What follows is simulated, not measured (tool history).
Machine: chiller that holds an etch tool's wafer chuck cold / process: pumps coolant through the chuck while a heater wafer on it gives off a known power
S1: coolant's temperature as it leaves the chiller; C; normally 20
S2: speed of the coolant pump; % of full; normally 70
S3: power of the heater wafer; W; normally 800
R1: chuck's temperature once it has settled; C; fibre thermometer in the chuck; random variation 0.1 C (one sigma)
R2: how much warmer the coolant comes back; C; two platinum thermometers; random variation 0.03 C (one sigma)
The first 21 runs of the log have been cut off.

Run 22, day 21.142: usual settings but S1 22 C, S2 83 % of full. Result: R1 28.4 C, R2 1.98 C.
Run 23, day 22.383: usual settings but S1 22 C, S2 83 % of full. Result: R1 28.6 C, R2 1.96 C.
Run 24, day 22.971: usual settings but S1 22 C, S2 83 % of full, S3 622 W. Result: R1 26.9 C, R2 1.52 C.
Run 25, day 23.688: usual settings but S1 22 C, S2 92 % of full, S3 556 W. Result: R1 26.1 C, R2 1.25 C.
Run 26, day 24.688: usual settings but S1 22 C, S2 92 % of full, S3 556 W. Result: R1 26 C, R2 1.21 C.
Run 27, day 26.067: usual settings but S1 22 C, S2 92 % of full, S3 556 W. Result: R1 26 C, R2 1.14 C.
Run 28, day 26.967: usual settings but S1 13 C, S2 92 % of full, S3 583 W. Result: R1 17.3 C, R2 1.32 C.
Run 29, day 27.546: usual settings but S1 14 C, S2 89 % of full, S3 545 W. Result: R1 18.2 C, R2 1.22 C.
Run 30, day 28.308: usual settings but S1 14 C, S2 89 % of full, S3 545 W. Result: R1 18.1 C, R2 1.23 C.
Run 31, day 29.008: usual settings but S1 14 C, S2 84 % of full, S3 545 W. Result: R1 18.2 C, R2 1.36 C.

The next listed run, before its measurement:
Run 32, day 29.583: usual settings but S1 22 C. Result: R1 ?, R2 ?.

Run 32 came out at R1 29.5 C, R2 2.32 C.
Had the tool carried no hidden state, the very same run would have given R1 28.3 C, R2 2.27 C.
